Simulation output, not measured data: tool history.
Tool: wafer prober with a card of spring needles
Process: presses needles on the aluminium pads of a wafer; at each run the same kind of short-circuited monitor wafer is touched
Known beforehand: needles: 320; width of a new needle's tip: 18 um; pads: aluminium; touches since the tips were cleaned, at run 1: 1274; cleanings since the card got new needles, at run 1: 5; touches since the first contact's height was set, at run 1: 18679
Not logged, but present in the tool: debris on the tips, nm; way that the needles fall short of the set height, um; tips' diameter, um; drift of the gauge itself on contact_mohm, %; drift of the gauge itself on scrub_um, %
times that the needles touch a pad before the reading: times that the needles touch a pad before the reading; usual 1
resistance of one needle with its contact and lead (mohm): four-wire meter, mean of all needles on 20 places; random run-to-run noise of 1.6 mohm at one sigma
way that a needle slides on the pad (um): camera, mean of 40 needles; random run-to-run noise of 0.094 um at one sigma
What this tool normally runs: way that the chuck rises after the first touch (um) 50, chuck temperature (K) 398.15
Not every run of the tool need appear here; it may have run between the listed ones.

run,hour,way that the chuck rises after the first touch (um),chuck temperature (K),times that the needles touch a pad before the reading,touches since the tips were cleaned,cleanings since the card got new needles,touches since the first contact's height was set,resistance of one needle with its contact and lead (mohm),way that a needle slides on the pad (um)
1,0.0,50,398.15,1,1274,5,18679,210,12.42
# hour 7.6: tips cleaned on abrasive film
2,8.5,50,398.15,2,218,6,20727,175,12.34
3,14.6,50,398.15,2,1732,6,22241,201,12.34
# hour 20.5: tips cleaned on abrasive film
4,21.4,50,398.15,2,215,7,23869,168,12.54
5,28.4,50,398.15,1,1921,7,25575,230,12.48
# hour 33.3: tips cleaned on abrasive film
6,36.7,50,398.15,1,830,8,27588,196,12.12
# hour 46.7: tips cleaned on abrasive film
7,50.1,50,398.15,1,822,9,30842,195,12.37
8,55.6,50,398.15,1,2183,9,32203,239,12.36
# hour 59.5: tips cleaned on abrasive film
9,67.8,50,398.15,1,2038,10,35152,236,12.27
# hour 72.3: tips cleaned on abrasive film
10,79.7,50,398.15,1,1805,11,38047,225,12.24
# hour 85.1: tips cleaned on abrasive film
11,86.4,50,398.15,1,324,12,39669,184,12.15
# hour 87.5: height of the first contact set anew
# hour 98.6: tips cleaned on abrasive film
12,98.6,35,398.15,1,0,13,2698,196,8.32
13,106.6,48,398.15,1,1968,13,4666,240,11.79
# hour 111.9: tips cleaned on abrasive film
14,113.4,50,335.15,1,380,14,6302,171,12.17
# hour 119.9: height of the first contact set anew, once more
# hour 125.0: tips cleaned on abrasive film
15,125.2,50,316.15,1,58,15,1287,149,12.37
16,132.1,50,316.15,1,1734,15,2963,212,12.56
# hour 137.7: tips cleaned on abrasive film
17,143.1,50,316.15,1,1321,16,5633,212,12.30
# hour 150.7: tips cleaned on abrasive film
18,154.4,59,398.15,1,919,17,8384,187,14.60
# hour 163.3: tips cleaned on abrasive film
19,164.0,56,398.15,1,177,18,10705,166,13.61
20,170.7,50,307.15,2,1817,18,12345,187,12.41
# hour 177.0: tips cleaned on abrasive film
21,182.8,36,371.15,2,1409,19,15282,229,8.88
# hour 190.3: tips cleaned on abrasive film
22,190.8,36,371.15,2,124,20,17227,181,8.82
# hour 203.0: tips cleaned on abrasive film
23,203.0,68,398.15,1,0,21,20176,157,16.99
24,214.3,42,398.15,1,2775,21,22951,294,10.45
# hour 216.1: tips cleaned on abrasive film
25,227.5,42,398.15,1,2798,22,26157,302,10.16
# hour 229.4: tips cleaned on abrasive film
26,239.9,66,398.15,2,2569,23,29166,182,16.41
# hour 242.5: tips cleaned on abrasive film
27,248.3,66,398.15,2,1420,24,31196,173,16.24
# hour 255.5: tips cleaned on abrasive film
28,261.2,66,398.15,2,1391,25,34333,174,16.33
# hour 269.1: tips cleaned on abrasive film
29,272.5,32,398.15,1,852,26,37079,273,7.71
30,279.8,32,398.15,1,2627,26,38854,398,7.82
# hour 282.2: tips cleaned on abrasive film
31,291.5,37,398.15,2,2281,27,41693,256,9.06
# hour 295.1: tips cleaned on abrasive film
32,303.6,37,398.15,2,2084,28,44631,266,8.97
# hour 308.7: tips cleaned on abrasive film
33,309.4,37,398.15,2,171,29,46033,190,8.97
34,318.3,50,340.15,1,2347,29,48209,246,12.17

For each run, the measured value with the value that run would have given without the tool's hidden condition subtracted. The run-to-run variation is shared by both, the gauge scatter possibly not:
run,resistance of one needle with its contact and lead (mohm),way that a needle slides on the pad (um)
1,+52,-0.07
2,+13,-0.09
3,+43,-0.09
4,+10,-0.11
5,+71,-0.10
6,+40,-0.11
7,+39,-0.12
8,+81,-0.13
9,+75,-0.14
10,+68,-0.15
11,+23,-0.16
12,+23,-0.24
13,+82,-0.25
14,+24,-0.27
15,+7,-0.01
16,+69,-0.01
17,+66,-0.03
18,+32,-0.03
19,+12,-0.05
20,+46,-0.04
21,+63,-0.05
22,+15,-0.08
23,+7,-0.09
24,+130,-0.09
25,+135,-0.11
26,+32,-0.11
27,+23,-0.13
28,+21,-0.14
29,+97,-0.16
30,+220,-0.16
31,+87,-0.17
32,+94,-0.19
33,+18,-0.19
34,+96,-0.19
